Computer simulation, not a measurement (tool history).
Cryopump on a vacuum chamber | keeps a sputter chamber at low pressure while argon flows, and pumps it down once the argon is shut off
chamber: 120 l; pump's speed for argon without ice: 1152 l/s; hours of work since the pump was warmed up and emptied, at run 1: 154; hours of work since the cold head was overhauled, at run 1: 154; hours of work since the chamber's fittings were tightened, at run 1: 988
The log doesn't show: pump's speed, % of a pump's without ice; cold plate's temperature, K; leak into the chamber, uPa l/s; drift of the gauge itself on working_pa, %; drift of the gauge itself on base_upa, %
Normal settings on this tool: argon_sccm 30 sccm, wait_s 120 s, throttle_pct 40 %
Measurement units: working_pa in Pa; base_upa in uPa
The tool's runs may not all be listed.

run    hour  argon_sccm  wait_s  throttle_pct  hours of work since the pump was warmed up and emptied  hours of work since the cold head was overhauled  hours of work since the chamber's fittings were tightened  working_pa  base_upa
  1     0.0          30     120            40                                                     154                                               154                                                        988      0.1140      2.97
  2    39.1          30     120            40                                                     173                                               173                                                       1008      0.1148      3.08
  3    79.7          30     120            40                                                     194                                               194                                                       1029      0.1135      3.16
  4   112.3          30     120            40                                                     210                                               210                                                       1045      0.1149      3.19
  5   141.8          30     120            40                                                     225                                               225                                                       1060      0.1149      3.22
  6   174.1          30     120            40                                                     241                                               241                                                       1076      0.1153      3.35
  7   201.2          23     120            40                                                     255                                               255                                                       1090      0.0886      3.36
  8   225.3          23     120            40                                                     267                                               267                                                       1102      0.0889      3.41
  9   266.0          23     120            40                                                     287                                               287                                                       1122      0.0902      3.48
 10   303.1          23     120            40                                                     306                                               306                                                       1141      0.0893      3.53
 11   349.7          23     120            40                                                     330                                               330                                                       1164      0.0895      3.60
 12   375.0          30      57            40                                                     342                                               342                                                       1177      0.1169      4.55
      401.9  -- pump warmed up, emptied and cooled again
 13   427.8          30     120            40                                                      13                                               366                                                       1201      0.1099      3.27
 14   454.8          30     120            40                                                      27                                               380                                                       1215      0.1110      3.35
 15   478.0          30     120            40                                                      38                                               392                                                       1226      0.1114      3.34
 16   531.5          30     120            40                                                      65                                               419                                                       1253      0.1115      3.56
 17   557.2          30     120            40                                                      78                                               431                                                       1266      0.1119      3.60
 18   600.8          30     120            40                                                     100                                               453                                                       1288      0.1128      3.66
 19   637.7          36      41            27                                                     119                                               472                                                       1307      0.1986      5.22
 20   694.6          55     120            57                                                     147                                               501                                                       1335      0.1476      3.67
 21   735.2          52      88            40                                                     168                                               521                                                       1356      0.1967      4.19
 22   786.3          17      75            38                                                     193                                               547                                                       1382      0.0678      4.33
 23   837.9          17      75            38                                                     219                                               573                                                       1408      0.0676      4.47
 24   863.6          24     283            40                                                     232                                               586                                                       1420      0.0929      3.57
 25   910.2          15     283            19                                                     256                                               609                                                       1444      0.1192      3.59
 26   964.2          15     283            19                                                     283                                               636                                                       1471      0.1180      3.66
 27  1003.5          14     239            17                                                     303                                               656                                                       1491      0.1248      3.82
 28  1036.3          12      99            40                                                     319                                               673                                                       1507      0.0469      4.50
 29  1059.5          37      95            39                                                     331                                               684                                                       1519      0.1483      4.63
 30  1084.5          37      95            39                                                     343                                               697                                                       1532      0.1487      4.70
     1110.6  -- pump warmed up, emptied and cooled again
 31  1137.1          30     120            48                                                      13                                               721                                                       1556      0.0927      4.01
 32  1191.4          30      73            40                                                      41                                               748                                                       1583      0.1116      4.73
 33  1242.6          28     120            40                                                      66                                               774                                                       1609      0.1052      4.12
 34  1285.1          56      64            40                                                      88                                               795                                                       1630      0.2095      4.91
 35  1322.5          13      44            37                                                     107                                               814                                                       1649      0.0531      5.67

Across each entry between runs, compare the hidden state at the last listed run before it with the hidden state at the first listed run after it:
After run 12, before run 13: pump warmed up, emptied and cooled again (hour 401.9)
  pump's speed, % of a pump's without ice: 86.1 -> 99.4; cold plate's temperature, K: 12.38 -> 12.39; leak into the chamber, uPa l/s: 2818 -> 2872
  difference, measured minus the result without the unlogged condition, working_pa: +0.0075 -> +0.0006 Pa; base_upa: +2.61 -> +2.26 uPa
After run 30, before run 31: pump warmed up, emptied and cooled again (hour 1110.6)
  pump's speed, % of a pump's without ice: 86.6 -> 99.2; cold plate's temperature, K: 12.46 -> 12.47; leak into the chamber, uPa l/s: 3604 -> 3659
  difference, measured minus the result without the unlogged condition, working_pa: +0.0090 -> +0.0008 Pa; base_upa: +3.41 -> +2.99 uPa
